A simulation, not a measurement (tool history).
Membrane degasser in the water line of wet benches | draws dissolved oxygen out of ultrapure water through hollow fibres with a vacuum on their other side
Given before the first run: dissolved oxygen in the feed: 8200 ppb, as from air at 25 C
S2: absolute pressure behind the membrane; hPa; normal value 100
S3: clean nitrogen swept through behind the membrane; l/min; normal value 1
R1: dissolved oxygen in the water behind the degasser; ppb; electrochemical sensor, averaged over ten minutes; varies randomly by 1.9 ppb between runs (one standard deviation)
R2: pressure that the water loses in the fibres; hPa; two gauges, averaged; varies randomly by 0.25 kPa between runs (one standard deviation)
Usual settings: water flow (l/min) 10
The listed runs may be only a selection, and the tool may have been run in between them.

{"run": 1, "hour": 0.0, "water flow (l/min)": 10, "S2": 100, "S3": 1, "R1": 184.9, "R2": 692.8}
{"hour": 25.2, "done": "vacuum gauge calibrated"}
{"run": 2, "hour": 56.9, "water flow (l/min)": 10, "S2": 151, "S3": 1, "R1": 302, "R2": 682.4}
{"run": 3, "hour": 185.9, "water flow (l/min)": 6, "S2": 100, "S3": 1, "R1": 101.4, "R2": 409.3}
{"run": 4, "hour": 305.4, "water flow (l/min)": 6, "S2": 100, "S3": 1, "R1": 101, "R2": 412.4}
{"run": 5, "hour": 413.6, "water flow (l/min)": 6, "S2": 100, "S3": 1, "R1": 102.7, "R2": 411.1}
{"run": 6, "hour": 471.9, "water flow (l/min)": 6, "S2": 100, "S3": 1, "R1": 100.8, "R2": 412.8}
{"run": 7, "hour": 540.4, "water flow (l/min)": 6, "S2": 100, "S3": 1, "R1": 101.4, "R2": 412.1}
{"run": 8, "hour": 617.3, "water flow (l/min)": 6, "S2": 100, "S3": 1, "R1": 102.8, "R2": 415.6}
{"run": 9, "hour": 675.8, "water flow (l/min)": 6, "S2": 100, "S3": 1, "R1": 100.8, "R2": 413.4}
{"run": 10, "hour": 778.1, "water flow (l/min)": 10, "S2": 100, "S3": 0.56, "R1": 294.4, "R2": 687.5}
{"run": 11, "hour": 853.8, "water flow (l/min)": 10, "S2": 100, "S3": 1, "R1": 183.4, "R2": 693.5}
{"run": 12, "hour": 930.3, "water flow (l/min)": 10, "S2": 100, "S3": 1, "R1": 187.7, "R2": 691.2}
{"run": 13, "hour": 1044.6, "water flow (l/min)": 10, "S2": 100, "S3": 1, "R1": 185, "R2": 692.6}
{"run": 14, "hour": 1102.3, "water flow (l/min)": 10, "S2": 100, "S3": 1, "R1": 185.2, "R2": 694.2}
{"run": 15, "hour": 1171.5, "water flow (l/min)": 10, "S2": 100, "S3": 0.55, "R1": 296.7, "R2": 693.3}
{"run": 16, "hour": 1290.0, "water flow (l/min)": 10, "S2": 100, "S3": 0.55, "R1": 300.1, "R2": 694}
{"run": 17, "hour": 1388.4, "water flow (l/min)": 10, "S2": 100, "S3": 0.55, "R1": 297.9, "R2": 691.7}
{"run": 18, "hour": 1479.5, "water flow (l/min)": 10, "S2": 100, "S3": 0.55, "R1": 303, "R2": 695.9}
{"run": 19, "hour": 1557.6, "water flow (l/min)": 10, "S2": 137, "S3": 1.36, "R1": 208.2, "R2": 698.4}
{"run": 20, "hour": 1658.7, "water flow (l/min)": 8, "S2": 91, "S3": 1.44, "R1": 92.7, "R2": 555.6}
{"run": 21, "hour": 1759.2, "water flow (l/min)": 6, "S2": 228, "S3": 0.86, "R1": 319.4, "R2": 417.1}
{"run": 22, "hour": 1861.8, "water flow (l/min)": 6, "S2": 228, "S3": 0.86, "R1": 319.6, "R2": 416.5}
{"run": 23, "hour": 1954.2, "water flow (l/min)": 8, "S2": 106, "S3": 1, "R1": 151.2, "R2": 555.5}
{"run": 24, "hour": 2083.2, "water flow (l/min)": 15, "S2": 69, "S3": 0.72, "R1": 256, "R2": 1050.4}
{"run": 25, "hour": 2168.8, "water flow (l/min)": 10, "S2": 178, "S3": 1.91, "R1": 210.5, "R2": 698.5}
{"run": 26, "hour": 2261.5, "water flow (l/min)": 10, "S2": 65, "S3": 3, "R1": 54.5, "R2": 700.2}
{"run": 27, "hour": 2356.3, "water flow (l/min)": 10, "S2": 65, "S3": 3, "R1": 54.3, "R2": 698.6}
{"run": 28, "hour": 2482.0, "water flow (l/min)": 10, "S2": 65, "S3": 3, "R1": 54.9, "R2": 698.9}
{"run": 29, "hour": 2572.6, "water flow (l/min)": 10, "S2": 120, "S3": 1, "R1": 226.6, "R2": 701.7}
{"run": 30, "hour": 2682.3, "water flow (l/min)": 7, "S2": 189, "S3": 1.79, "R1": 154.2, "R2": 490.6}
{"hour": 2772.1, "done": "seals of the vacuum lines changed"}
{"run": 31, "hour": 2781.5, "water flow (l/min)": 15, "S2": 182, "S3": 1.28, "R1": 491.2, "R2": 1053.5}
{"run": 32, "hour": 2836.3, "water flow (l/min)": 15, "S2": 140, "S3": 0.63, "R1": 613, "R2": 1049.3}

How would selected steps in R2 from run to run divide? Give the signed amount a tool lacking its hidden state would still show from settings, what came in and random variation, and the signed amount left for the hidden state, including any gauge scatter that is not in both of the compared results.
Hidden state at play: membrane still open, %; true pressure behind the membrane over the reading, kPa; air that leaks in behind the membrane, l/min; drift of the gauge itself on oxygen_ppb, %; drift of the gauge itself on loss_of_pressure_kpa, %.
Run 23 -> 24: water flow (l/min) 8 -> 15, S2 106 -> 69, S3 1 -> 0.72. R2 +494.9 hPa: hidden state +8.4, all else +486.5.
Run 24 -> 25: water flow (l/min) 15 -> 10, S2 69 -> 178, S3 0.72 -> 1.91. R2 -351.9 hPa: hidden state -5.1, all else -346.8.
Run 30 -> 31: water flow (l/min) 7 -> 15, S2 189 -> 182, S3 1.79 -> 1.28, seals of the vacuum lines changed. R2 +562.9 hPa: hidden state +12.2, all else +550.7.
